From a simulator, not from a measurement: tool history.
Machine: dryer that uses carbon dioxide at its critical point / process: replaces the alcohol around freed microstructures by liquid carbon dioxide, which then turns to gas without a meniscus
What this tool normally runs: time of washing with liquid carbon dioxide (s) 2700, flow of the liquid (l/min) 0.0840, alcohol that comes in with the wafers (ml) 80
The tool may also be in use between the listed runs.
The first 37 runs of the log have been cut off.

run   hour  time of washing with liquid carbon dioxide (s)  flow of the liquid (l/min)  alcohol that comes in with the wafers (ml)  hours of work since the filter was changed  hours of work since the purifier's bed was changed  alcohol left in the vessel before it's heated (ppm by volume)
 38  561.4                                            2280                      0.0624                                          29                                         173                                                  20                                                           2112
 39  572.1                                            2280                      0.0624                                          29                                         177                                                  24                                                           2077
 40  592.9                                            2700                      0.0840                                          83                                         185                                                  32                                                            796
 41  607.1                                            2700                      0.0840                                          83                                         191                                                  37                                                            834
 42  617.1                                            1980                      0.1387                                          21                                         194                                                  41                                                             82
 43  631.4                                            3420                      0.1387                                          21                                         200                                                  47                                                             16
 44  646.4                                            1680                      0.0857                                          79                                         206                                                  52                                                           5265
 45  655.3                                            1740                      0.0547                                          29                                         209                                                  56                                                           6261
 46  665.0                                            4260                      0.0684                                          80                                         213                                                  59                                                            204
 47  682.3                                            2400                      0.0684                                          48                                         219                                                  66                                                           2123

4 ways to go on from here, each from the tool as it stands after run 47. What would each give?
  A  692.4                                            3660                      0.0838                                          80                                         223                                                  70                                                              ?
  B  692.4                                            2400                      0.0936                                          29                                         223                                                  70                                                              ?
  C  692.4                                            3060                      0.0997                                          28                                         223                                                  70                                                              ?
  D  692.4                                            3240                      0.1141                                          37                                         223                                                  70                                                              ?

run  alcohol left in the vessel before it's heated (ppm by volume)
  A                                                            157
  B                                                            328
  C                                                             69
  D                                                             40
Without the tool's hidden state the same runs would have given:
run  alcohol left in the vessel before it's heated (ppm by volume)
  A                                                             88
  B                                                            219
  C                                                             29
  D                                                             10

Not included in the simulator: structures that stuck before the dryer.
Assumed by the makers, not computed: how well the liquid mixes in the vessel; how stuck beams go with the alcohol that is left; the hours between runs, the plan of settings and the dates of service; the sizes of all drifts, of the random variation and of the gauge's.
